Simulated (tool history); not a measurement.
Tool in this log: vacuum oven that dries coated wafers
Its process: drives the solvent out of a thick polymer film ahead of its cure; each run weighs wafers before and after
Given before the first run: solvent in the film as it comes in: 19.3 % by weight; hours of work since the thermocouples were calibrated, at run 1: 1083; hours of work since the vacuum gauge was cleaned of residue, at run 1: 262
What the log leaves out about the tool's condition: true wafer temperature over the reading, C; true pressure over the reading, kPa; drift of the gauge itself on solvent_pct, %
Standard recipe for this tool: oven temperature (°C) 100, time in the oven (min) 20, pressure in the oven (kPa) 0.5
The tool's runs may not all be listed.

run,day,oven temperature (°C),time in the oven (min),pressure in the oven (kPa),hours of work since the thermocouples were calibrated,hours of work since the vacuum gauge was cleaned of residue,solvent left in the film (%)
1,0,100,20,0.5,1083,262,0.96
2,1.704,100,20,0.5,1115,294,1
3,4.233,100,20,0.5,1162,341,1.05
4,7.321,100,20,0.5,1219,398,1.03
5,9.375,100,20,0.5,1257,436,0.94
6,11.242,100,20,0.5,1291,470,1.01
7,12.583,100,20,0.5,1316,495,1
# day 14.079: oven's thermocouples calibrated
8,14.45,100,20,0.5,7,528,0.99
9,17.229,100,20,0.5,58,579,0.94
10,19.721,100,20,0.5,104,625,0.98
11,22.35,100,20,0.5,153,674,0.94
12,24.558,100,20,0.5,194,715,1.06
13,27.112,100,20,0.5,241,762,0.94
14,28.371,100,20,0.5,264,785,1.03
15,30.588,100,20,0.5,305,826,0.98
16,32.404,100,20,0.5,339,860,1.12
17,33.654,100,20,0.5,362,883,1.03
18,35.95,100,20,0.5,404,925,0.92
19,38.871,100,20,0.343,458,979,0.87
20,40.833,93,29,0.437,495,1016,0.86
21,42.717,99,29,1.442,529,1051,1.37
22,43.992,99,29,1.442,553,1074,1.41
23,46.833,88,13,0.646,605,1127,4.65
24,49.829,100,17,1.306,661,1182,2.06
25,51.571,97,12,0.284,693,1214,3.02
26,54.408,100,18,0.5,745,1267,1.31
27,56.75,88,18,0.458,789,1310,2.88
28,59.55,88,18,0.458,841,1362,2.99
29,61.083,107,25,0.454,869,1390,0.34
30,63.604,89,16,0.339,916,1437,3.14
31,66.667,100,20,0.537,972,1493,1.02
32,68.188,105,21,1.504,1000,1521,1.33
33,69.912,105,21,1.504,1032,1553,1.38
34,72.042,107,26,0.623,1071,1593,0.47
35,74.879,107,26,0.493,1124,1645,0.43
36,76.858,91,10,1.39,1160,1682,6.06
# day 79.454: vacuum gauge cleaned of residue and calibrated
37,79.771,102,11,0.388,1213,6,2.67
38,81.838,88,28,1.36,1251,44,2.54

4 ways to go on from here, each from the tool as it stands after run 38. What would each give?
A,83.333,94,11,1.243,1279,72,?
B,83.333,100,16,0.321,1279,72,?
C,83.333,88,28,0.257,1279,72,?
D,83.333,103,20,0.5,1279,72,?

run,solvent left in the film (%)
A,4.86
B,1.36
C,1.23
D,0.74
What these runs would have given with no unlogged condition in the tool:
run,solvent left in the film (%)
A,4.85
B,1.35
C,1.22
D,0.74

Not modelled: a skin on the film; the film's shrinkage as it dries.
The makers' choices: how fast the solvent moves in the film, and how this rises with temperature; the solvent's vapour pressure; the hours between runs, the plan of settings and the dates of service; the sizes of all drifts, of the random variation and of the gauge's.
